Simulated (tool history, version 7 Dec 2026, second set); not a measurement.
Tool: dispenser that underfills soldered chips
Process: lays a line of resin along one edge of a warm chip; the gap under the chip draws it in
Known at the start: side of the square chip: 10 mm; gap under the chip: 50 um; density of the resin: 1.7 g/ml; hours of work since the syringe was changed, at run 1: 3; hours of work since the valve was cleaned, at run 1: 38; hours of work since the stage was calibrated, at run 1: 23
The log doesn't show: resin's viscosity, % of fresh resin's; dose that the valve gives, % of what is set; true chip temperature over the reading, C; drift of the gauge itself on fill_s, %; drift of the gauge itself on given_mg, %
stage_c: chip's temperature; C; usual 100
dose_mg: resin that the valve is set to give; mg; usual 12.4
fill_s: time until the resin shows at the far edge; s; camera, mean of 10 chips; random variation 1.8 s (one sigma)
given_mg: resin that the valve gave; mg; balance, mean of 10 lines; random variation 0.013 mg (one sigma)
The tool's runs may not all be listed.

| run | hour | stage_c | dose_mg | hours of work since the syringe was changed | hours of work since the valve was cleaned | hours of work since the stage was calibrated | fill_s | given_mg |
|---|---|---|---|---|---|---|---|---|
| 1 | 0.0 | 100 | 12.4 | 3 | 38 | 23 | 216.9 | 12.16 |
|  | 6.2 | new syringe of resin |
|  | 7.2 | dispensing valve cleaned and set on the balance |
| 2 | 12.8 | 100 | 12.4 | 4 | 4 | 31 | 238.2 | 12.47 |
|  | 18.3 | new syringe of resin |
| 3 | 20.4 | 114 | 12.4 | 2 | 9 | 36 | 128.8 | 12.41 |
|  | 29.3 | new syringe of resin |
| 4 | 35.5 | 108 | 12.4 | 5 | 20 | 47 | 192.9 | 12.35 |
|  | 39.7 | new syringe of resin |
|  | 50.3 | new syringe of resin |
| 5 | 51.7 | 88 | 12.4 | 1 | 32 | 59 | 283.4 | 12.27 |
|  | 60.5 | new syringe of resin |
| 6 | 62.5 | 88 | 12.4 | 2 | 40 | 67 | 296.7 | 12.23 |
|  | 67.7 | dispensing valve cleaned and set on the balance |
|  | 72.2 | new syringe of resin |
| 7 | 76.4 | 88 | 15.5 | 3 | 6 | 76 | 330.8 | 15.34 |
|  | 83.2 | new syringe of resin |
| 8 | 89.5 | 100 | 12.4 | 5 | 16 | 85 | 247.3 | 12.22 |
|  | 93.7 | new syringe of resin |
| 9 | 97.6 | 100 | 11.2 | 3 | 21 | 91 | 221.8 | 11.00 |
|  | 103.7 | new syringe of resin |
| 10 | 107.6 | 102 | 11.2 | 3 | 29 | 98 | 211.9 | 10.98 |
|  | 113.8 | new syringe of resin |
| 11 | 123.3 | 104 | 11.3 | 7 | 40 | 110 | 271.9 | 10.99 |
|  | 124.4 | new syringe of resin |
|  | 128.3 | dispensing valve cleaned and set on the balance |
|  | 135.5 | new syringe of resin |
| 12 | 138.7 | 104 | 11.3 | 2 | 7 | 120 | 188.7 | 11.26 |
|  | 145.9 | new syringe of resin |
| 13 | 147.6 | 96 | 12.7 | 1 | 14 | 126 | 219.4 | 12.66 |
|  | 156.7 | new syringe of resin |
| 14 | 163.4 | 100 | 11.0 | 5 | 25 | 138 | 266.3 | 10.85 |
|  | 167.5 | new syringe of resin |
| 15 | 172.2 | 100 | 11.0 | 3 | 31 | 144 | 233.3 | 10.81 |
|  | 177.5 | new syringe of resin |
| 16 | 185.3 | 102 | 11.2 | 6 | 41 | 153 | 261.1 | 10.98 |
|  | 188.5 | new syringe of resin |
|  | 189.5 | dispensing valve cleaned and set on the balance |
| 17 | 196.1 | 99 | 15.7 | 5 | 5 | 160 | 258.1 | 15.64 |
|  | 200.4 | new syringe of resin |
| 18 | 204.8 | 99 | 15.7 | 3 | 11 | 166 | 221.2 | 15.61 |
|  | 210.6 | new syringe of resin |
| 19 | 215.8 | 99 | 15.7 | 4 | 19 | 174 | 234.0 | 15.54 |
|  | 220.9 | new syringe of resin |
| 20 | 223.0 | 99 | 15.7 | 2 | 24 | 179 | 204.1 | 15.47 |

Forecast each of these 3 alternatives for the next run:
|  | 231.0 | new syringe of resin |
| A | 234.8 | 85 | 15.8 | 3 | 33 | 188 | ? | ? |
|  | 231.0 | new syringe of resin |
| B | 234.8 | 112 | 14.4 | 3 | 33 | 188 | ? | ? |
|  | 231.0 | new syringe of resin |
| C | 234.8 | 87 | 11.0 | 3 | 33 | 188 | ? | ? |

| run | fill_s | given_mg |
|---|---|---|
| A | 355.7 | 15.51 |
| B | 145.8 | 14.15 |
| C | 354.1 | 10.80 |
Without the tool's hidden state the same runs would have given:
| run | fill_s | given_mg |
|---|---|---|
| A | 285.5 | 15.79 |
| B | 117.0 | 14.41 |
| C | 282.9 | 10.99 |
